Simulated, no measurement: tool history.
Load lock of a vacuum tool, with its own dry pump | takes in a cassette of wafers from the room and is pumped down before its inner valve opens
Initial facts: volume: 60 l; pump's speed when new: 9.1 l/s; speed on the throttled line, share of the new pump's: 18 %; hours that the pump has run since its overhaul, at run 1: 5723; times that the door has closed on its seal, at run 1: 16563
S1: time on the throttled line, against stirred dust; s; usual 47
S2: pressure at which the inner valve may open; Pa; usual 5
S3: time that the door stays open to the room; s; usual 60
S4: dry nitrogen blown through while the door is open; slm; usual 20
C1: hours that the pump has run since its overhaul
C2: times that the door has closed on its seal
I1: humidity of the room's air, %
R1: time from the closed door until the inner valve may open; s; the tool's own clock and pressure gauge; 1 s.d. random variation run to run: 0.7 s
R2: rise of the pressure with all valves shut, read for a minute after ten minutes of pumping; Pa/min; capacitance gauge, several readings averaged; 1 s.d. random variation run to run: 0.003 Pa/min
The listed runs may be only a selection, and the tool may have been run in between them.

run     hour  S1  S2   S3  S4     C1     C2    I1     R1     R2
  1      0.0  47   5   60  20   5723  16563  42.9  109.9  0.158
  2    432.2  47   5   60  20   6155  17026  45.7  108.7  0.164
  3    803.5  47   5   60  20   6527  17423  42.4  108.8  0.172
  4   1394.5  47   5   60  20   7117  18056  45.5  109.4  0.177
  5   1970.1  47   4   60  20   7693  18672  43.8  112.3  0.192
  6   2515.6  47   4   60  20   8239  19256  43.5  113.7  0.191
  7   2889.2  47   4   60  32   8612  19655  46.6  111.8  0.205
  8   3310.6  47   5   60  32   9034  20106  45.5  110.7  0.209
  9   3818.3  47   5   60  32   9541  20650  45.5  111.2  0.214
 10   4338.6  47   5   60  32  10062  21206  42.4  113.0  0.226
 11   4623.3  47   5   60  20  10346  21511  44.2  111.6  0.236
      4954.3  -- door's seal changed, seat wiped
 12   4959.6  47   5   60  21  10681      5  46.7  113.1  0.020
 13   5283.8  47   5   60  21  11005    352  46.3  111.6  0.016
 14   5644.5  47   5   60  20  11366    738  45.5  114.1  0.014
 15   5938.4  47   5   60   5  11660   1053  46.7  113.2  0.028
 16   6520.5  47   5   60   5  12242   1676  41.9  113.4  0.029
 17   7103.8  47   5   60  20  12825   2300  44.4  113.9  0.024
 18   7485.1  47   5   60  20  13207   2708  43.4  114.3  0.028
 19   7769.1  53   5   37  15  13491   3012  41.2  120.3  0.027
 20   8210.5  47   5   60  10  13932   3484  47.8  115.7  0.031
 21   8570.2  47   5   60  10  14292   3869  44.0  116.6  0.032
 22   9002.1  30   5   60  10  14724   4331  44.5  102.8  0.037
 23   9264.1  30   5   60  10  14986   4612  45.1  101.8  0.038
 24   9748.3  30   5   60  10  15470   5130  47.5  104.5  0.047
 25  10230.4  74   5   27   6  15952   5646  43.3  136.7  0.039
 26  10703.8  74   5   27   6  16425   6152  44.8  139.2  0.051
 27  11234.0  26   6  115  19  16955   6720  44.8   99.5  0.054
 28  11571.6  26   5   47  19  17293   7081  43.7  100.8  0.052
 29  11823.9  61   6   96  43  17545   7351  46.5  127.5  0.055
 30  12257.7  47   5  183  20  17979   7815  42.7  118.2  0.064
 31  12715.5  47   5  183  20  18437   8305  43.6  119.0  0.070
 32  13250.6  47   5  183  20  18972   8878  46.0  120.5  0.073
 33  13835.0  48   4   67  27  19556   9503  44.0  123.3  0.071

Run 34, settings as shown, results not yet in. Your forecast:
 34  14191.3  48   5  132   6  19913  9884  43.6   ?   ?

{"run 34": {"R1": 121.4, "R2": 0.092}}
If the tool had no hidden condition, the same run with the same run-to-run variation would have returned R1 105.5 s, R2 0.031 Pa/min.
